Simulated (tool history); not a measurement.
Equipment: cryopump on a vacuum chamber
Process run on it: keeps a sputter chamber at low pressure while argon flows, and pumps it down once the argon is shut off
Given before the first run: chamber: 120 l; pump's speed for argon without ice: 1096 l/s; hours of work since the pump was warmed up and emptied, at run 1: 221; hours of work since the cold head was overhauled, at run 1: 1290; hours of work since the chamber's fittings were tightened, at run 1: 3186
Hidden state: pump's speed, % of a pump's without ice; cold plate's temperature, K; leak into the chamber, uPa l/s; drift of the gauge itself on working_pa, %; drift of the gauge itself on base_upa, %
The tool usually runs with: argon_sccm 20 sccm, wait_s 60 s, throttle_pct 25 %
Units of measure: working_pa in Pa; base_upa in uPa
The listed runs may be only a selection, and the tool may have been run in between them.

run,hour,argon_sccm,wait_s,throttle_pct,hours of work since the pump was warmed up and emptied,hours of work since the cold head was overhauled,hours of work since the chamber's fittings were tightened,working_pa,base_upa
1,0,20,60,25,221,1290,3186,0.1264,3.85
2,39.9,20,60,25,253,1323,3219,0.1269,3.91
3,92.1,20,60,25,296,1365,3261,0.1282,4.05
4,132.3,20,60,16,328,1397,3294,0.1961,4.08
5,165.5,20,232,25,355,1424,3320,0.1276,3.57
6,188.1,20,75,25,374,1443,3339,0.1287,4.08
7,227.5,20,75,25,406,1475,3371,0.1291,4.1
8,257.4,20,75,25,430,1499,3395,0.1293,4.26
9,282.2,20,140,25,450,1519,3415,0.1291,3.78
10,322.8,20,140,25,483,1552,3448,0.1297,4
# hour 364.5: pump warmed up, emptied and cooled again
11,367,20,140,25,2,1584,3480,0.124,3.51
12,415.2,29,225,31,41,1623,3519,0.1462,3.44
13,456.7,14,48,17,75,1657,3553,0.128,4.13
14,479.4,11,37,17,93,1675,3571,0.1017,4.48
15,525.2,11,143,17,130,1712,3608,0.1002,3.81
16,559.2,11,143,17,158,1740,3636,0.1011,3.74
17,594.3,11,48,17,186,1768,3664,0.1008,4.37
# hour 612.5: leaking fittings of the chamber tightened, without venting
18,629.3,11,48,17,213,1795,14,0.1014,1.35
19,680,30,138,29,254,1836,55,0.1654,0.73

Measured minus without-hidden-state, run by run (identical run-to-run variation in each term; gauge scatter may differ):
run,working_pa,base_upa
1,+0.0032,+2.84
2,+0.0036,+2.88
3,+0.0041,+3.04
4,+0.0045,+3.04
5,+0.0048,+3.1
6,+0.005,+3.21
7,+0.0055,+3.22
8,+0.0058,+3.34
9,+0.0061,+3.22
10,+0.0065,+3.4
11,+0.0006,+2.9
12,+0.0015,+2.99
13,+0.001,+2.96
14,+0.0009,+3
15,+0.0011,+3.22
16,+0.0012,+3.17
17,+0.0015,+3.16
18,+0.0017,+0.12
19,+0.0051,+0.16
